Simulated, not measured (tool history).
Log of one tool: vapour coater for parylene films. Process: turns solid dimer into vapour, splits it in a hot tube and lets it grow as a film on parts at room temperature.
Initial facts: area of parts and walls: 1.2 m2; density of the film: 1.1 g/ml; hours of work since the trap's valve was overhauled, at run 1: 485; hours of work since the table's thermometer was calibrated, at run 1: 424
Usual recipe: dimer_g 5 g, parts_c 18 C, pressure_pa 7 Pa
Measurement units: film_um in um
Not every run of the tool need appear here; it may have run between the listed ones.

run,hour,dimer_g,parts_c,pressure_pa,hours of work since the trap's valve was overhauled,hours of work since the table's thermometer was calibrated,film_um
1,0,5,18,7,485,424,2.18
2,35,5,18,7,506,445,2.21
3,52.7,5,24,7,517,456,1.88
4,87.6,5,24,7,538,477,1.9
5,127.7,5,18,7,562,501,2.17
# hour 146.2: trap's valve overhauled
6,148.7,2,18,7,2,512,0.88
7,180.2,5,21,6.7,21,531,2.04
8,196.7,6,10,2.17,30,541,4.24
9,233.3,2,22,3.63,53,563,0.96
10,258.6,4,27,11.98,68,578,1.26
11,279.3,4,27,11.98,80,590,1.26

Below are 4 alternative next runs, each starting from the tool's condition after run 11. Predict each:
A,298.1,4,11,4.16,92,602,?
B,298.1,6,23,7.79,92,602,?
C,298.1,7,14,7,92,602,?
D,298.1,4,21,7,92,602,?

run,film_um
A,2.36
B,2.27
C,3.38
D,1.63
The same runs, with their run-to-run variation unchanged, on a tool lacking any hidden condition would have given:
run,film_um
A,2.34
B,2.26
C,3.36
D,1.61
